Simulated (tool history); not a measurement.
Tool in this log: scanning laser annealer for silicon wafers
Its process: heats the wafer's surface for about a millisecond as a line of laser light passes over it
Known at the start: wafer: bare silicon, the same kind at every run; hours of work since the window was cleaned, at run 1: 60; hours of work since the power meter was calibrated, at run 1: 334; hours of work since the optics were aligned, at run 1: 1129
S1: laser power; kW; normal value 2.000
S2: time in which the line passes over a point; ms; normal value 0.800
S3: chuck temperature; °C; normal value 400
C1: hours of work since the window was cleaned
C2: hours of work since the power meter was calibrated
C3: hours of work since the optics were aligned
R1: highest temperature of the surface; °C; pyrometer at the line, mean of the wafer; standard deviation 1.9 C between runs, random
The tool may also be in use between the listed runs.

run   hour     S1     S2   S3   C1   C2    C3    R1
  1    0.0  2.000  0.800  400   60  334  1129  1110
  2   15.1  2.000  0.800  400   70  344  1140  1109
  3   40.5  2.000  0.750  400   88  362  1157  1082
  4   65.4  2.000  0.750  400  106  380  1175  1081
      93.1  -- optics aligned, line set to its width
  5  100.0  2.000  0.750  400  127  400     5  1091
  6  113.6  1.793  0.800  400  136  410    14  1037
  7  128.8  1.793  0.800  400  147  421    25  1037
  8  155.6  2.025  0.800  400  166  440    44  1124
  9  171.8  2.000  0.800  400  177  451    55  1112
 10  195.7  2.000  0.800  400  194  468    72  1113
 11  225.7  2.000  0.800  400  215  489    93  1113
 12  239.2  2.000  0.800  400  224  498   103  1111
 13  269.2  2.000  0.800  400  246  520   124  1111
 14  297.5  2.000  0.800  400  266  539   144  1110
 15  328.4  2.000  0.800  400  287  561   166  1105
 16  346.9  2.000  0.800  400  300  574   179  1106
 17  377.4  2.000  0.800  400  322  596   200  1109
 18  390.5  2.000  0.800  400  331  605   209  1103
 19  419.3  2.000  0.800  400  351  625   230  1106
 20  432.3  2.000  0.800  400  360  634   239  1104
 21  457.6  2.000  0.800  420  378  652   256  1126
 22  484.4  2.000  0.800  420  397  671   275  1124
     489.2  -- laser's power meter calibrated
 23  502.4  2.000  0.800  420  408    9   286  1123
 24  526.2  2.000  0.800  420  424   26   303  1118
     542.9  -- laser's power meter calibrated, once more
 25  553.9  2.000  0.800  420  442    8   320  1124
 26  581.6  2.000  0.800  420  461   27   339  1124
 27  609.6  1.785  0.800  400  481   47   359  1019
 28  639.6  2.000  0.815  400  502   68   380  1111
 29  660.3  2.043  0.591  400  517   83   395  1010
 30  676.9  2.043  0.591  400  528   94   407  1010
 31  691.2  2.043  0.701  390  538  104   417  1058
 32  715.2  2.000  0.798  422  555  121   433  1122
 33  739.0  1.934  0.813  370  572  138   450  1048
 34  769.9  1.934  0.813  370  594  160   472  1049
 35  793.1  2.110  0.643  370  610  176   488  1026
 36  817.3  2.074  0.869  395  627  193   505  1152
 37  831.9  1.830  0.869  400  637  203   516  1060
 38  856.2  2.136  0.630  391  654  220   533  1046
 39  878.5  2.136  0.630  391  670  236   548  1045
 40  891.8  2.000  0.633  405  679  245   558  1018

What if the next run were any one of these 5? Each begins from the tool's condition after run 40:
  A  909.3  2.129  0.884  405  692  258  570   ?
  B  909.3  1.791  0.800  400  692  258  570   ?
  C  909.3  2.000  0.706  400  692  258  570   ?
  D  909.3  2.180  0.715  396  692  258  570   ?
  E  909.3  2.000  0.833  400  692  258  570   ?

run    R1
  A  1188
  B  1015
  C  1051
  D  1113
  E  1105
Without the tool's unlogged condition, the same runs would have read:
run    R1
  A  1221
  B  1041
  C  1078
  D  1143
  E  1134

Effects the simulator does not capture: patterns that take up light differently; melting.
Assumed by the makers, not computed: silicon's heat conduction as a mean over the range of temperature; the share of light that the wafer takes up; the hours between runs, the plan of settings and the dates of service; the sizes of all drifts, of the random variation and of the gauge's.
